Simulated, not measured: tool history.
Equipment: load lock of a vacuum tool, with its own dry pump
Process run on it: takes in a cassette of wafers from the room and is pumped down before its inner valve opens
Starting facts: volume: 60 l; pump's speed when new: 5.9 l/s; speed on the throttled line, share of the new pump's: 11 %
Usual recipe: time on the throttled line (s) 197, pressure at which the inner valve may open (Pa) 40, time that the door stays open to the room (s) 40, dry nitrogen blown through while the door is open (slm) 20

run	hour	time on the throttled line (s)	pressure at which the inner valve may open (Pa)	time that the door stays open to the room (s)	dry nitrogen blown through while the door is open (slm)	incoming humidity of the room's air, %	time from the closed door until the inner valve may open (s)	rise of the pressure with all valves shut (Pa/min)
1	0.0	197	40	40	20	38.5	256.6	0.331
2	320.3	197	40	40	20	45.2	256.2	0.339
3	864.8	197	40	40	20	44.9	257.4	0.366
4	1215.4	128	40	40	20	43.9	198.5	0.408
# hour 1434.4: door's seal changed, seat wiped
5	1637.1	197	40	40	20	41.9	257.7	0.021
6	2167.3	197	40	40	20	45.7	260.3	0.032
7	2517.2	116	28	53	7	44.7	194.4	0.047
8	2791.8	116	51	181	7	45.0	185.8	0.073
9	3430.8	216	51	73	7	44.2	276.4	0.074
10	3731.2	102	56	72	33	46.2	175.4	0.060
11	4015.2	186	40	40	22	46.4	253.2	0.077
12	4574.8	186	40	40	22	46.0	257.6	0.088

Predict each of these 3 candidate next runs independently; none follows another, all start after run 12:
A	4998.9	197	40	32	20	43.2	?	?
B	4998.9	279	40	40	20	44.0	?	?
C	4998.9	262	40	44	20	42.7	?	?

run	time from the closed door until the inner valve may open (s)	rise of the pressure with all valves shut (Pa/min)
A	265.3	0.101
B	336.0	0.101
C	320.9	0.093
Without the tool's hidden state the same runs would have given:
run	time from the closed door until the inner valve may open (s)	rise of the pressure with all valves shut (Pa/min)
A	254.3	0.016
B	326.7	0.017
C	311.3	0.010

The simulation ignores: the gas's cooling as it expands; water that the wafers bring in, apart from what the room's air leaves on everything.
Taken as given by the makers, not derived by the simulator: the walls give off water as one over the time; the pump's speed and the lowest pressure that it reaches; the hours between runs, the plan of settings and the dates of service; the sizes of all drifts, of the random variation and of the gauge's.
